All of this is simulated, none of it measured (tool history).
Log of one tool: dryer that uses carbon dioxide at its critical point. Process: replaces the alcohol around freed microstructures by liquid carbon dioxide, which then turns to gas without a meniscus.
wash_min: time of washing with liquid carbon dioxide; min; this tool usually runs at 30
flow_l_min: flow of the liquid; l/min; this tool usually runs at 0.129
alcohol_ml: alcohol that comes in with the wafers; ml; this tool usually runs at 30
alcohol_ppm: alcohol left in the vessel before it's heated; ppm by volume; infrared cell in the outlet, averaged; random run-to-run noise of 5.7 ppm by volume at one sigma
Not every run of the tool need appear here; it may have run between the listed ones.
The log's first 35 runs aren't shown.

run	day	wash_min	flow_l_min	alcohol_ml	alcohol_ppm
36	66.783	30	0.108	97	2068
37	69.492	29	0.196	30	228
38	71.692	29	0.196	30	218
39	74.325	29	0.196	30	232
40	76.029	23	0.142	32	865
41	78.654	30	0.150	30	323
42	81.383	30	0.150	30	323
43	82.958	26	0.114	21	907
44	85.175	20	0.118	21	1848
45	87.862	27	0.129	23	586
46	89.846	27	0.129	23	615

What if the next run were any one of these 3? Each begins from the tool's condition after run 46:
# day 92.125: inlet filter changed
A	92.342	22	0.082	110	?
# day 92.125: inlet filter changed
B	92.342	22	0.129	23	?
# day 92.125: inlet filter changed
C	92.342	30	0.133	30	?

run	alcohol_ppm
A	14662
B	854
C	385
Without the tool's hidden state the same runs would have given:
run	alcohol_ppm
A	14253
B	617
C	149
